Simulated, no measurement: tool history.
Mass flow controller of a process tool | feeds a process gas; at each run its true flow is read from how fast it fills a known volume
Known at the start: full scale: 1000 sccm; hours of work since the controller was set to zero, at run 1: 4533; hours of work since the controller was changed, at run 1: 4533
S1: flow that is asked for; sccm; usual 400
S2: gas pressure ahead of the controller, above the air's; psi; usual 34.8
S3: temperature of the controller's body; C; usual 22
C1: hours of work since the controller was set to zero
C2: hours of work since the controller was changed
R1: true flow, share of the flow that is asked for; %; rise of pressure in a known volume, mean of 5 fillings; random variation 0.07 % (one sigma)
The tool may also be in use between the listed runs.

{"run": 1, "hour": 0.0, "S1": 400, "S2": 34.8, "S3": 22, "C1": 4533, "C2": 4533, "R1": 97.68}
{"run": 2, "hour": 279.5, "S1": 400, "S2": 34.8, "S3": 22, "C1": 4666, "C2": 4666, "R1": 97.79}
{"run": 3, "hour": 584.8, "S1": 400, "S2": 34.8, "S3": 22, "C1": 4811, "C2": 4811, "R1": 97.65}
{"run": 4, "hour": 747.3, "S1": 400, "S2": 34.8, "S3": 22, "C1": 4888, "C2": 4888, "R1": 97.59}
{"run": 5, "hour": 1022.4, "S1": 400, "S2": 34.8, "S3": 22, "C1": 5019, "C2": 5019, "R1": 97.56}
{"run": 6, "hour": 1207.9, "S1": 400, "S2": 24.5, "S3": 22, "C1": 5107, "C2": 5107, "R1": 98.14}
{"run": 7, "hour": 1446.3, "S1": 400, "S2": 24.5, "S3": 22, "C1": 5220, "C2": 5220, "R1": 98.02}
{"run": 8, "hour": 1676.4, "S1": 400, "S2": 20.7, "S3": 22, "C1": 5329, "C2": 5329, "R1": 98.19}
{"run": 9, "hour": 1888.1, "S1": 675, "S2": 24.9, "S3": 25, "C1": 5430, "C2": 5430, "R1": 98.4}
{"run": 10, "hour": 2026.3, "S1": 102, "S2": 25.5, "S3": 22, "C1": 5495, "C2": 5495, "R1": 99.82}
{"run": 11, "hour": 2295.8, "S1": 102, "S2": 25.5, "S3": 22, "C1": 5623, "C2": 5623, "R1": 99.69}
{"hour": 2308.7, "done": "controller's zero set anew"}
{"run": 12, "hour": 2474.9, "S1": 266, "S2": 40.0, "S3": 22, "C1": 79, "C2": 5708, "R1": 97.81}
{"run": 13, "hour": 2663.1, "S1": 188, "S2": 20.3, "S3": 25, "C1": 168, "C2": 5798, "R1": 99.43}
{"run": 14, "hour": 2907.6, "S1": 698, "S2": 31.2, "S3": 22, "C1": 284, "C2": 5914, "R1": 97.79}
{"run": 15, "hour": 3061.1, "S1": 698, "S2": 31.2, "S3": 22, "C1": 357, "C2": 5987, "R1": 97.83}
{"run": 16, "hour": 3327.0, "S1": 724, "S2": 36.1, "S3": 39, "C1": 484, "C2": 6113, "R1": 99.47}

How the hidden state differs across the entries between the runs, from the last listed run before each to the first after it:
Between runs 11 and 12: controller's zero set anew (hour 2308.7)
  flow at rest that the sensor doesn't see, % of full scale: 0.336 -> 0.429; true flow over the shown one, %: -1.83 -> -1.86
  measured less the result without the state, R1: +1.46 -> -0.26 %
